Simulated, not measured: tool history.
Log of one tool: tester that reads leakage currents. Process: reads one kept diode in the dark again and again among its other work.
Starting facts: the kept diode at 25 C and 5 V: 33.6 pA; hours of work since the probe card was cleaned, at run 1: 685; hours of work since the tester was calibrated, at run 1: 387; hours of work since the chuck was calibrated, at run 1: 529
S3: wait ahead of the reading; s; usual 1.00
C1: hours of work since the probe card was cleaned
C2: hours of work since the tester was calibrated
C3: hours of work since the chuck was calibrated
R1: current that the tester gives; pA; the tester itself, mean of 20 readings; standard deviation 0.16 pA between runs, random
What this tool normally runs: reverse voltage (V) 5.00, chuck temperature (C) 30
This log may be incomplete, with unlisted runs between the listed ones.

{"run": 1, "hour": 0.0, "reverse voltage (V)": 5.0, "chuck temperature (C)": 30, "S3": 1.0, "C1": 685, "C2": 387, "C3": 529, "R1": 53.21}
{"run": 2, "hour": 124.9, "reverse voltage (V)": 5.0, "chuck temperature (C)": 30, "S3": 1.0, "C1": 743, "C2": 445, "C3": 587, "R1": 53.52}
{"run": 3, "hour": 182.1, "reverse voltage (V)": 10.64, "chuck temperature (C)": 30, "S3": 1.0, "C1": 770, "C2": 471, "C3": 613, "R1": 74.08}
{"run": 4, "hour": 263.4, "reverse voltage (V)": 10.64, "chuck temperature (C)": 30, "S3": 1.0, "C1": 807, "C2": 509, "C3": 651, "R1": 74.86}
{"run": 5, "hour": 355.7, "reverse voltage (V)": 10.64, "chuck temperature (C)": 29, "S3": 1.0, "C1": 850, "C2": 552, "C3": 694, "R1": 70.12}
{"run": 6, "hour": 420.8, "reverse voltage (V)": 5.0, "chuck temperature (C)": 30, "S3": 1.0, "C1": 881, "C2": 582, "C3": 724, "R1": 54.38}
{"run": 7, "hour": 473.6, "reverse voltage (V)": 5.0, "chuck temperature (C)": 30, "S3": 1.0, "C1": 905, "C2": 607, "C3": 749, "R1": 54.32}
{"run": 8, "hour": 583.0, "reverse voltage (V)": 6.37, "chuck temperature (C)": 30, "S3": 1.0, "C1": 956, "C2": 658, "C3": 800, "R1": 60.61}
{"run": 9, "hour": 690.1, "reverse voltage (V)": 5.0, "chuck temperature (C)": 30, "S3": 1.0, "C1": 1006, "C2": 708, "C3": 850, "R1": 54.99}
{"hour": 732.5, "done": "probe card cleaned and baked"}
{"run": 10, "hour": 815.4, "reverse voltage (V)": 2.65, "chuck temperature (C)": 30, "S3": 1.0, "C1": 39, "C2": 765, "C3": 906, "R1": 40.32}
{"run": 11, "hour": 916.3, "reverse voltage (V)": 5.0, "chuck temperature (C)": 59, "S3": 1.0, "C1": 85, "C2": 811, "C3": 953, "R1": 358.36}
{"run": 12, "hour": 970.1, "reverse voltage (V)": 5.0, "chuck temperature (C)": 59, "S3": 1.0, "C1": 110, "C2": 836, "C3": 978, "R1": 360.41}
{"run": 13, "hour": 1076.7, "reverse voltage (V)": 5.0, "chuck temperature (C)": 59, "S3": 1.0, "C1": 160, "C2": 886, "C3": 1028, "R1": 357.99}
{"run": 14, "hour": 1162.4, "reverse voltage (V)": 5.0, "chuck temperature (C)": 59, "S3": 1.0, "C1": 200, "C2": 926, "C3": 1068, "R1": 360.54}
{"run": 15, "hour": 1257.9, "reverse voltage (V)": 5.0, "chuck temperature (C)": 59, "S3": 1.0, "C1": 244, "C2": 970, "C3": 1112, "R1": 360.77}
{"run": 16, "hour": 1317.1, "reverse voltage (V)": 5.0, "chuck temperature (C)": 59, "S3": 1.0, "C1": 272, "C2": 998, "C3": 1140, "R1": 361.59}
{"run": 17, "hour": 1415.5, "reverse voltage (V)": 5.0, "chuck temperature (C)": 30, "S3": 1.0, "C1": 318, "C2": 1044, "C3": 1185, "R1": 53.7}
{"run": 18, "hour": 1522.1, "reverse voltage (V)": 5.0, "chuck temperature (C)": 30, "S3": 1.0, "C1": 367, "C2": 1093, "C3": 1235, "R1": 53.82}
{"run": 19, "hour": 1607.1, "reverse voltage (V)": 5.0, "chuck temperature (C)": 55, "S3": 1.0, "C1": 407, "C2": 1133, "C3": 1275, "R1": 284.91}
{"run": 20, "hour": 1699.9, "reverse voltage (V)": 5.0, "chuck temperature (C)": 55, "S3": 1.0, "C1": 450, "C2": 1176, "C3": 1318, "R1": 287.21}
{"run": 21, "hour": 1815.0, "reverse voltage (V)": 1.02, "chuck temperature (C)": 30, "S3": 0.8, "C1": 503, "C2": 1229, "C3": 1371, "R1": 28.99}
{"run": 22, "hour": 1887.5, "reverse voltage (V)": 1.21, "chuck temperature (C)": 30, "S3": 1.0, "C1": 537, "C2": 1263, "C3": 1405, "R1": 30.97}
{"run": 23, "hour": 1958.8, "reverse voltage (V)": 1.07, "chuck temperature (C)": 30, "S3": 1.43, "C1": 570, "C2": 1296, "C3": 1438, "R1": 29.45}
{"run": 24, "hour": 2019.6, "reverse voltage (V)": 14.54, "chuck temperature (C)": 26, "S3": 1.04, "C1": 599, "C2": 1325, "C3": 1466, "R1": 66.97}
{"run": 25, "hour": 2116.0, "reverse voltage (V)": 14.54, "chuck temperature (C)": 39, "S3": 1.04, "C1": 643, "C2": 1369, "C3": 1511, "R1": 158.95}
{"run": 26, "hour": 2169.6, "reverse voltage (V)": 1.62, "chuck temperature (C)": 30, "S3": 1.14, "C1": 668, "C2": 1394, "C3": 1536, "R1": 35.07}
{"run": 27, "hour": 2226.9, "reverse voltage (V)": 1.62, "chuck temperature (C)": 30, "S3": 1.14, "C1": 695, "C2": 1421, "C3": 1563, "R1": 34.96}
{"run": 28, "hour": 2305.2, "reverse voltage (V)": 7.68, "chuck temperature (C)": 41, "S3": 1.27, "C1": 731, "C2": 1457, "C3": 1599, "R1": 140.08}
{"run": 29, "hour": 2399.3, "reverse voltage (V)": 4.55, "chuck temperature (C)": 42, "S3": 1.0, "C1": 775, "C2": 1501, "C3": 1643, "R1": 121.97}
{"run": 30, "hour": 2450.8, "reverse voltage (V)": 4.55, "chuck temperature (C)": 42, "S3": 1.0, "C1": 799, "C2": 1525, "C3": 1667, "R1": 121.62}
{"run": 31, "hour": 2530.8, "reverse voltage (V)": 4.55, "chuck temperature (C)": 42, "S3": 1.0, "C1": 836, "C2": 1562, "C3": 1704, "R1": 122.52}
{"run": 32, "hour": 2655.2, "reverse voltage (V)": 5.09, "chuck temperature (C)": 30, "S3": 0.55, "C1": 894, "C2": 1620, "C3": 1762, "R1": 57.75}
{"run": 33, "hour": 2735.1, "reverse voltage (V)": 2.39, "chuck temperature (C)": 40, "S3": 0.8, "C1": 931, "C2": 1657, "C3": 1799, "R1": 83.5}
{"run": 34, "hour": 2799.1, "reverse voltage (V)": 2.39, "chuck temperature (C)": 40, "S3": 0.8, "C1": 961, "C2": 1687, "C3": 1829, "R1": 83.56}
{"run": 35, "hour": 2902.8, "reverse voltage (V)": 6.37, "chuck temperature (C)": 42, "S3": 0.51, "C1": 1009, "C2": 1735, "C3": 1877, "R1": 141.93}
{"hour": 2937.7, "done": "probe card cleaned and baked"}
{"run": 36, "hour": 3025.2, "reverse voltage (V)": 6.37, "chuck temperature (C)": 25, "S3": 1.83, "C1": 41, "C2": 1791, "C3": 1933, "R1": 41.13}
{"run": 37, "hour": 3088.1, "reverse voltage (V)": 5.0, "chuck temperature (C)": 21, "S3": 0.31, "C1": 70, "C2": 1820, "C3": 1962, "R1": 29.34}
{"run": 38, "hour": 3192.8, "reverse voltage (V)": 2.1, "chuck temperature (C)": 42, "S3": 1.0, "C1": 119, "C2": 1869, "C3": 2011, "R1": 89.82}
{"run": 39, "hour": 3281.7, "reverse voltage (V)": 2.81, "chuck temperature (C)": 32, "S3": 0.5, "C1": 160, "C2": 1910, "C3": 2052, "R1": 50.82}
{"run": 40, "hour": 3368.8, "reverse voltage (V)": 2.81, "chuck temperature (C)": 32, "S3": 0.5, "C1": 201, "C2": 1951, "C3": 2092, "R1": 51.14}

Selected run-to-run steps in R1, each split into two signed amounts: the part the tool would show with no hidden state at all (from settings, incoming material and random variation), and the remainder, which goes to the hidden state together with any gauge scatter not common to the measured and the hidden-state-free results:
Hidden conditions of the tool in this case: stray current of the dirty probe card, pA a volt; current scale over the true one, %; true chuck temperature over the reading, C; drift of the gauge itself on leakage_pa, %.
Run 10 -> 11: reverse voltage (V) 2.65 -> 5.00, chuck temperature (C) 30 -> 59. R1 +318.04 pA: hidden state +12.38, all else +305.66.
Run 16 -> 17: chuck temperature (C) 59 -> 30. R1 -307.89 pA: hidden state -13.49, all else -294.40.
Run 20 -> 21: reverse voltage (V) 5.00 -> 1.02, chuck temperature (C) 55 -> 30, S3 1.00 -> 0.80. R1 -258.22 pA: hidden state -14.68, all else -243.54.
Run 25 -> 26: reverse voltage (V) 14.54 -> 1.62, chuck temperature (C) 39 -> 30, S3 1.04 -> 1.14. R1 -123.88 pA: hidden state -13.33, all else -110.55.
